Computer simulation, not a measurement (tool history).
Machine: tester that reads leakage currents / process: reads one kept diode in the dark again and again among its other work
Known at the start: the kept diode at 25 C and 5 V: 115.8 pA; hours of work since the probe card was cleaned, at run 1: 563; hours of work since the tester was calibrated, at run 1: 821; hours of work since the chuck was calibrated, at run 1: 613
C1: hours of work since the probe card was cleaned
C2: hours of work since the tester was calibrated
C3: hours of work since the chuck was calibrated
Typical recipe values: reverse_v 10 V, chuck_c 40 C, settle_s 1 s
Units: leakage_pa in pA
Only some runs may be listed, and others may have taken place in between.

Run 1, hour 0: usual settings; C1 563; C2 821; C3 613. Result: leakage_pa 483.71 pA.
Run 2, hour 66.9: usual settings; C1 598; C2 855; C3 648. Result: leakage_pa 483.02 pA.
Run 3, hour 130.5: usual settings; C1 631; C2 889; C3 681. Result: leakage_pa 481.17 pA.
Run 4, hour 164: usual settings; C1 648; C2 906; C3 698. Result: leakage_pa 481.62 pA.
Run 5, hour 228: usual settings; C1 681; C2 939; C3 732. Result: leakage_pa 478.5 pA.
Run 6, hour 264.5: usual settings; C1 700; C2 958; C3 751. Result: leakage_pa 480.8 pA.
Run 7, hour 306.8: usual settings; C1 722; C2 980; C3 773. Result: leakage_pa 482.06 pA.
Run 8, hour 339.7: usual settings but reverse_v 7.3 V; C1 740; C2 997; C3 790. Result: leakage_pa 428.08 pA.
Run 9, hour 380.9: usual settings but reverse_v 9.5 V; C1 761; C2 1019; C3 811. Result: leakage_pa 470.72 pA.
Run 10, hour 453.7: usual settings but chuck_c 23 C; C1 799; C2 1057; C3 849. Result: leakage_pa 128.94 pA.
Run 11, hour 495.3: usual settings but settle_s 2.79 s; C1 821; C2 1078; C3 871. Result: leakage_pa 475.66 pA.
Run 12, hour 533.5: usual settings; C1 840; C2 1098; C3 891. Result: leakage_pa 476.74 pA.
Run 13, hour 567.1: usual settings but settle_s 2.19 s; C1 858; C2 1116; C3 908. Result: leakage_pa 474.74 pA.
At hour 575: tester calibrated.
Run 14, hour 620.8: usual settings but reverse_v 1.5 V, chuck_c 32 C, settle_s 1.47 s; C1 885; C2 24; C3 935. Result: leakage_pa 127.15 pA.
Run 15, hour 680.7: usual settings but reverse_v 1.5 V, chuck_c 32 C, settle_s 1.47 s; C1 916; C2 55; C3 966. Result: leakage_pa 127.46 pA.
Run 16, hour 749.5: usual settings but reverse_v 4.2 V, chuck_c 41 C; C1 952; C2 91; C3 1002. Result: leakage_pa 373.87 pA.
At hour 761.6: tester calibrated, once more.
Run 17, hour 787.6: usual settings but chuck_c 21 C; C1 971; C2 14; C3 1021. Result: leakage_pa 111.55 pA.
Run 18, hour 828: usual settings but chuck_c 21 C; C1 992; C2 35; C3 1042. Result: leakage_pa 112.33 pA.

Estimate the outcome of run 19 from the log above:
Run 19, hour 880.9: usual settings but chuck_c 23 C, settle_s 8.46 s; C1 1019; C2 62; C3 1069. Result: leakage_pa ?.

leakage_pa: 126.21 pA
Take away the tool's hidden state, keep the run-to-run variation as it was, and the same run would have given leakage_pa 124.03 pA.

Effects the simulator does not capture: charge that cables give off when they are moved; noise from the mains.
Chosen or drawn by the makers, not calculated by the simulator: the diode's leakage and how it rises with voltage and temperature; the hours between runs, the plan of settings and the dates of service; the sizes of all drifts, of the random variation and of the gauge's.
